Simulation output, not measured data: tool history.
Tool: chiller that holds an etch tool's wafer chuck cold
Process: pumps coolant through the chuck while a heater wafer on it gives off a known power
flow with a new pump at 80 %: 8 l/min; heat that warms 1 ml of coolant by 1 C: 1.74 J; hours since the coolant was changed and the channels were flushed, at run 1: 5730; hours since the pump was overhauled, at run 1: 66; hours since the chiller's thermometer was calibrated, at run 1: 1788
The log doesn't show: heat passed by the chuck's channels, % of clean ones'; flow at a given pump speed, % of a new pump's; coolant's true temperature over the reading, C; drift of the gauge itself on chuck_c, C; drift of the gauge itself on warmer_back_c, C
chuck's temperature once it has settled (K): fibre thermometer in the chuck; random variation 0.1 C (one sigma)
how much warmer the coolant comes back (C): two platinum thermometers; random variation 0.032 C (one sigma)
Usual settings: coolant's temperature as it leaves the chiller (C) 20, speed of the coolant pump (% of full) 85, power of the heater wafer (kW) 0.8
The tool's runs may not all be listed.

run	day	coolant's temperature as it leaves the chiller (C)	speed of the coolant pump (% of full)	power of the heater wafer (kW)	hours since the coolant was changed and the channels were flushed	hours since the pump was overhauled	hours since the chiller's thermometer was calibrated	chuck's temperature once it has settled (K)	how much warmer the coolant comes back (C)
1	0	20	85	0.8	5730	66	1788	300.35	3.25
2	0.754	15	85	0.8	5748	84	1806	295.45	3.27
3	1.888	20	65	0.8	5775	111	1833	302.05	4.24
4	2.729	20	65	0.8	5796	132	1854	302.15	4.28
5	3.533	20	65	0.8	5815	151	1873	302.25	4.19
6	4.504	20	65	0.8	5838	174	1896	302.05	4.22
7	5.767	20	65	0.8	5868	205	1927	302.35	4.31
8	6.992	20	65	0.8	5898	234	1956	302.25	4.22
9	7.85	20	65	0.8	5918	255	1977	302.25	4.28
# day 8.154: coolant pump overhauled
10	8.95	20	69	0.8	5940	19	1998	301.75	4.05
11	9.938	20	85	0.8	5963	43	2022	300.55	3.26
12	10.733	20	85	0.8	5983	62	2041	300.35	3.25
13	11.354	20	85	0.8	5997	77	2056	300.35	3.3
14	12.288	20	85	0.8	6020	99	2078	300.55	3.29
15	13.142	19	76	0.878	6040	120	2099	301.05	4.07
16	13.779	11	96	0.909	6056	135	2114	291.65	3.37
# day 14.733: coolant pump overhauled, once more
17	14.883	11	96	0.909	6077	4	2135	291.55	3.3
18	15.942	13	85	0.418	6103	29	2161	289.85	1.75
19	16.988	13	85	0.418	6128	54	2186	289.75	1.69
20	17.688	15	73	0.8	6145	71	2203	296.45	3.76
21	18.746	24	73	0.8	6170	96	2228	305.35	3.78
22	19.754	10	96	0.8	6194	121	2252	289.65	2.92
23	20.492	24	98	0.436	6212	138	2270	300.65	1.53
24	21.408	24	98	0.436	6234	160	2292	300.55	1.54
25	22.446	24	98	0.436	6259	185	2317	300.65	1.53
26	23.133	20	78	0.57	6275	202	2333	298.65	2.49
27	24.338	20	78	0.57	6304	231	2362	298.65	2.49

3 ways to go on from here, each from the tool as it stands after run 27. What would each give?
A	25.342	20	78	0.57	6328	255	2386	?	?
B	25.342	20	61	0.433	6328	255	2386	?	?
C	25.342	18	78	0.533	6328	255	2386	?	?

run	chuck's temperature once it has settled (K)	how much warmer the coolant comes back (C)
A	298.65	2.54
B	298.35	2.38
C	296.45	2.38
Without the tool's hidden state the same runs would have given:
run	chuck's temperature once it has settled (K)	how much warmer the coolant comes back (C)
A	298.15	2.53
B	297.85	2.37
C	295.95	2.37
